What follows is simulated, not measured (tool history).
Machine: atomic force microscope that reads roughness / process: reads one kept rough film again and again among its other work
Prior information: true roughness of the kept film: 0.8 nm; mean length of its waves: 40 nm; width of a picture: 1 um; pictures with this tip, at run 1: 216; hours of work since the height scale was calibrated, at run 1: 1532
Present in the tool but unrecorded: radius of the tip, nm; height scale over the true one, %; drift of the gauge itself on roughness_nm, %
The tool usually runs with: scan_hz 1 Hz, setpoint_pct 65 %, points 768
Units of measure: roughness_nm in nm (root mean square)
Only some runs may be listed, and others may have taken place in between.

run	hour	scan_hz	setpoint_pct	points	pictures with this tip	hours of work since the height scale was calibrated	roughness_nm
1	0	1	65	768	216	1532	0.688
# hour 19.5: new tip fitted
2	52.1	1	65	768	39	1570	0.725
3	82.6	1	65	768	76	1592	0.719
# hour 89.9: height scale calibrated on a step standard
4	112.5	1	65	768	111	17	0.71
5	137.6	1	65	768	141	35	0.703
6	188.3	1	65	768	202	72	0.697
# hour 220.6: new tip fitted
7	236.1	1	65	768	19	107	0.724
8	270	1	65	768	59	132	0.719
9	320.5	1	65	768	120	169	0.711
# hour 327.6: height scale calibrated on a step standard, once more
10	369.6	1	65	335	178	31	0.718
11	413.7	1	65	862	231	63	0.711
# hour 423.8: new tip fitted
12	435.8	1	60	768	15	79	0.756
13	471.2	1	60	768	57	105	0.753
14	515.2	1	60	595	110	138	0.743
15	544.9	1	60	595	146	160	0.733
16	584.4	1	65	395	193	189	0.716
17	612.5	1	65	395	227	209	0.713
# hour 626.9: new tip fitted
18	653.8	1.14	65	551	32	239	0.739
19	702.2	1.14	65	551	90	275	0.724
20	736.4	1.14	65	551	131	300	0.716
21	767.6	1.15	85	607	168	323	0.649
22	816.8	1.15	67	607	228	359	0.705
# hour 830.1: new tip fitted
23	858	2.67	78	343	33	389	0.611
24	906.9	1	90	957	92	425	0.644
25	933.7	1	83	957	124	445	0.669
26	959.5	1.25	65	768	155	464	0.711
27	989	1	73	768	191	486	0.693
28	1011.9	3.11	86	427	218	502	0.502
# hour 1032.6: new tip fitted
29	1058.8	3.11	86	427	31	537	0.521
30	1085.5	3.11	86	427	63	556	0.52
31	1110.2	3.11	86	427	93	574	0.519
32	1136.4	3.11	86	427	124	594	0.512
33	1167.3	2.24	76	754	161	616	0.624
34	1192.4	2.24	76	754	191	635	0.619

Hidden state or all else? Some run-to-run changes of roughness_nm, split into what the settings, what came in and random variation would give without the hidden state, and what is left for the hidden state (with any gauge scatter that isn't in both results):
Run 1 -> 2: new tip fitted. roughness_nm +0.037 nm (root mean square): hidden state +0.033, all else +0.004.
Run 11 -> 12: setpoint_pct 65 -> 60, points 862 -> 768, new tip fitted. roughness_nm +0.045 nm (root mean square): hidden state +0.036, all else +0.009.
Run 22 -> 23: scan_hz 1.15 -> 2.67, setpoint_pct 67 -> 78, points 607 -> 343, new tip fitted. roughness_nm -0.094 nm (root mean square): hidden state +0.031, all else -0.125.
Run 27 -> 28: scan_hz 1 -> 3.11, setpoint_pct 73 -> 86, points 768 -> 427. roughness_nm -0.191 nm (root mean square): hidden state +0.007, all else -0.198.
Run 32 -> 33: scan_hz 3.11 -> 2.24, setpoint_pct 86 -> 76, points 427 -> 754. roughness_nm +0.112 nm (root mean square): hidden state -0.009, all else +0.121.

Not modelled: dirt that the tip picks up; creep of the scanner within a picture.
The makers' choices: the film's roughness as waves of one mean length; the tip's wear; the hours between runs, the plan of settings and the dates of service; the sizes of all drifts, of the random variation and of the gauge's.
